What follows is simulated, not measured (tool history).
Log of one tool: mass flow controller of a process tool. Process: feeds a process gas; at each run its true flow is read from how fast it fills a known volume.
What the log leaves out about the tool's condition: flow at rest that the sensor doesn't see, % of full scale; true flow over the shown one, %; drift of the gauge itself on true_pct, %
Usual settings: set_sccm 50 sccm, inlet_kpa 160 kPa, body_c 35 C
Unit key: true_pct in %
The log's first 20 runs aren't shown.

| run | hour | set_sccm | inlet_kpa | body_c | hours of work since the controller was set to zero | hours of work since the controller was changed | true_pct |
|---|---|---|---|---|---|---|---|
| 21 | 2005.9 | 92 | 160 | 32 | 2151 | 2151 | 99.42 |
| 22 | 2114.1 | 50 | 160 | 33 | 2186 | 2186 | 99.09 |
| 23 | 2268.2 | 50 | 160 | 33 | 2237 | 2237 | 99.03 |
|  | 2279.5 | controller's zero set anew |
| 24 | 2398.8 | 42 | 160 | 35 | 39 | 2280 | 99.06 |
| 25 | 2552.4 | 31 | 160 | 23 | 90 | 2330 | 97.43 |
| 26 | 2698.9 | 31 | 150 | 29 | 138 | 2378 | 98.04 |
| 27 | 2810.7 | 30 | 150 | 24 | 174 | 2415 | 97.47 |
| 28 | 2877.3 | 40 | 183 | 26 | 196 | 2437 | 98.11 |
|  | 2987.4 | controller's zero set anew, once more |
| 29 | 2987.4 | 43 | 232 | 35 | 0 | 2473 | 99.80 |
| 30 | 3122.4 | 50 | 261 | 28 | 44 | 2517 | 99.11 |
| 31 | 3238.5 | 50 | 157 | 22 | 82 | 2555 | 98.08 |
| 32 | 3342.3 | 50 | 157 | 22 | 116 | 2589 | 98.09 |
| 33 | 3477.0 | 93 | 157 | 23 | 161 | 2633 | 98.35 |
| 34 | 3563.1 | 93 | 157 | 23 | 189 | 2662 | 98.28 |

Consider 3 possible next runs. They are alternatives, not a sequence: every one starts from the tool as it was left by run 34. What does each give?
| A | 3674.2 | 13 | 249 | 28 | 225 | 2698 | ? |
| B | 3674.2 | 90 | 172 | 28 | 225 | 2698 | ? |
| C | 3674.2 | 83 | 160 | 29 | 225 | 2698 | ? |

| run | true_pct |
|---|---|
| A | 98.75 |
| B | 98.85 |
| C | 99.00 |
What these runs would have given with no unlogged condition in the tool:
| run | true_pct |
|---|---|
| A | 100.18 |
| B | 100.08 |
| C | 100.23 |
